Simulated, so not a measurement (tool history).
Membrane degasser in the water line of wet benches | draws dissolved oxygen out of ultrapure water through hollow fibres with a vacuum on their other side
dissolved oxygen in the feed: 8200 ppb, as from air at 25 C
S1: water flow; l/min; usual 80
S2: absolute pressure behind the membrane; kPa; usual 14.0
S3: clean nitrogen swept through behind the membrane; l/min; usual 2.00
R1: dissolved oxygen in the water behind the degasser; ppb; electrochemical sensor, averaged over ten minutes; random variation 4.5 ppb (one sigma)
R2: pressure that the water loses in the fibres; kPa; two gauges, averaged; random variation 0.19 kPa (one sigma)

{"run": 1, "hour": 0.0, "S1": 80, "S2": 14.0, "S3": 2.0, "R1": 832.8, "R2": 38.11}
{"run": 2, "hour": 83.4, "S1": 80, "S2": 14.0, "S3": 2.0, "R1": 832.1, "R2": 37.76}
{"run": 3, "hour": 203.5, "S1": 80, "S2": 14.0, "S3": 2.0, "R1": 826.5, "R2": 37.55}
{"run": 4, "hour": 308.0, "S1": 80, "S2": 14.0, "S3": 2.0, "R1": 834.1, "R2": 37.79}
{"run": 5, "hour": 401.9, "S1": 80, "S2": 14.0, "S3": 2.0, "R1": 836.6, "R2": 37.41}
{"run": 6, "hour": 570.7, "S1": 80, "S2": 14.0, "S3": 2.0, "R1": 837.0, "R2": 37.96}
{"run": 7, "hour": 671.2, "S1": 80, "S2": 14.0, "S3": 2.0, "R1": 835.7, "R2": 37.88}
{"run": 8, "hour": 841.5, "S1": 80, "S2": 10.3, "S3": 2.0, "R1": 581.3, "R2": 37.74}
{"run": 9, "hour": 959.7, "S1": 80, "S2": 10.3, "S3": 2.0, "R1": 584.8, "R2": 37.68}
{"run": 10, "hour": 1117.9, "S1": 80, "S2": 10.3, "S3": 2.0, "R1": 578.8, "R2": 37.87}
{"run": 11, "hour": 1215.4, "S1": 80, "S2": 10.3, "S3": 2.0, "R1": 578.4, "R2": 38.07}
{"hour": 1226.9, "done": "vacuum gauge calibrated"}
{"run": 12, "hour": 1382.6, "S1": 80, "S2": 10.3, "S3": 2.0, "R1": 591.1, "R2": 38.13}
{"run": 13, "hour": 1538.1, "S1": 80, "S2": 21.9, "S3": 2.0, "R1": 1328.6, "R2": 37.94}
{"run": 14, "hour": 1673.1, "S1": 80, "S2": 21.9, "S3": 2.0, "R1": 1363.5, "R2": 37.77}
{"run": 15, "hour": 1807.5, "S1": 56, "S2": 9.8, "S3": 2.2, "R1": 371.6, "R2": 26.7}
{"run": 16, "hour": 1961.1, "S1": 56, "S2": 9.8, "S3": 2.2, "R1": 371.1, "R2": 26.39}
{"hour": 2121.6, "done": "vacuum gauge calibrated, once more"}
{"run": 17, "hour": 2127.5, "S1": 52, "S2": 15.4, "S3": 2.96, "R1": 468.5, "R2": 24.69}
{"run": 18, "hour": 2268.2, "S1": 104, "S2": 15.4, "S3": 4.78, "R1": 621.4, "R2": 49.68}
{"run": 19, "hour": 2415.8, "S1": 104, "S2": 15.4, "S3": 4.78, "R1": 618.9, "R2": 49.44}
{"run": 20, "hour": 2539.9, "S1": 103, "S2": 15.4, "S3": 1.85, "R1": 1187.8, "R2": 48.77}
{"run": 21, "hour": 2696.9, "S1": 94, "S2": 9.0, "S3": 5.06, "R1": 298.4, "R2": 44.57}
{"run": 22, "hour": 2816.7, "S1": 67, "S2": 9.0, "S3": 5.06, "R1": 197.5, "R2": 31.82}
{"run": 23, "hour": 2932.2, "S1": 67, "S2": 9.0, "S3": 5.06, "R1": 195.2, "R2": 31.99}
{"run": 24, "hour": 3051.7, "S1": 80, "S2": 34.0, "S3": 0.88, "R1": 3196.9, "R2": 37.47}
{"run": 25, "hour": 3148.1, "S1": 50, "S2": 16.1, "S3": 5.24, "R1": 289.6, "R2": 23.71}
{"hour": 3160.4, "done": "seals of the vacuum lines changed"}
{"run": 26, "hour": 3308.6, "S1": 80, "S2": 20.3, "S3": 2.81, "R1": 960.7, "R2": 37.79}
{"run": 27, "hour": 3448.2, "S1": 80, "S2": 34.2, "S3": 1.02, "R1": 2973.5, "R2": 38.08}

The next listed run, before its measurement:
{"run": 28, "hour": 3597.4, "S1": 49, "S2": 29.7, "S3": 1.4, "R1": "?", "R2": "?"}

{"run 28": {"R1": 1584.9, "R2": 23.44}}
Without the tool's hidden state the same run would have given R1 1582.1 ppb, R2 22.88 kPa.
